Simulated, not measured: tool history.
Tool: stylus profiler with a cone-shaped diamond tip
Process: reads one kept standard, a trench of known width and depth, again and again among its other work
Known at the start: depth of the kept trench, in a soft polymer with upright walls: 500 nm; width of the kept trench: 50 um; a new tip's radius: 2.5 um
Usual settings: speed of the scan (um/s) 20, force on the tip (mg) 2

| run | hour | speed of the scan (um/s) | force on the tip (mg) | depth of the trench (Å) | width of the trench's floor (µm) |
|---|---|---|---|---|---|
| 1 | 0 | 20 | 2 | 5079.9 | 46.68 |
| 2 | 40 | 20 | 2 | 5080.2 | 46.63 |
| 3 | 75.8 | 20 | 5.52 | 5153.9 | 46.66 |
| 4 | 118 | 20 | 5.52 | 5153.6 | 46.68 |
| 5 | 137.3 | 20 | 2 | 5082.3 | 46.6 |
| 6 | 179.3 | 20 | 2 | 5080 | 46.62 |
| 7 | 200.8 | 20 | 2 | 5082.5 | 46.52 |
| 8 | 239 | 20 | 2 | 5080.6 | 46.49 |
| 9 | 268.1 | 20 | 2 | 5081.3 | 46.56 |
| 10 | 292.4 | 20 | 1 | 5053 | 46.44 |
| 11 | 325.1 | 20 | 0.77 | 5045.7 | 46.42 |
| 12 | 363.5 | 20 | 0.77 | 5044.8 | 46.37 |
| 13 | 403.8 | 20 | 0.77 | 5046.6 | 46.4 |
| 14 | 435.3 | 26 | 2 | 5082 | 46.42 |
| 15 | 465.6 | 26 | 2 | 5083.9 | 46.42 |
| 16 | 506.1 | 26 | 2 | 5083 | 46.34 |
|  | 509.7 | height scale calibrated on a step standard |
| 17 | 534.3 | 26 | 2 | 5088.2 | 46.39 |
| 18 | 568.5 | 6 | 2 | 5087.3 | 46.47 |
| 19 | 596.4 | 20 | 2 | 5088.1 | 46.4 |
|  | 625.8 | height scale calibrated on a step standard, once more |
| 20 | 632.3 | 20 | 2 | 5077.4 | 46.4 |
| 21 | 670.4 | 55 | 2 | 5075.8 | 46.11 |
| 22 | 711.8 | 46 | 1.36 | 5059.6 | 46.12 |
| 23 | 748.3 | 7 | 0.93 | 5047.3 | 46.4 |
| 24 | 768.4 | 7 | 0.93 | 5049.7 | 46.37 |
| 25 | 799.8 | 6 | 1.5 | 5064.4 | 46.33 |
| 26 | 826.6 | 6 | 1.5 | 5067.1 | 46.35 |

The next listed run, before its measurement:
| 27 | 853.2 | 6 | 1.5 | ? | ? |

depth of the trench (Å): 5063.9
width of the trench's floor (µm): 46.35
Without the tool's hidden state the same run would have given depth of the trench (Å) 5061, width of the trench's floor (µm) 46.94.
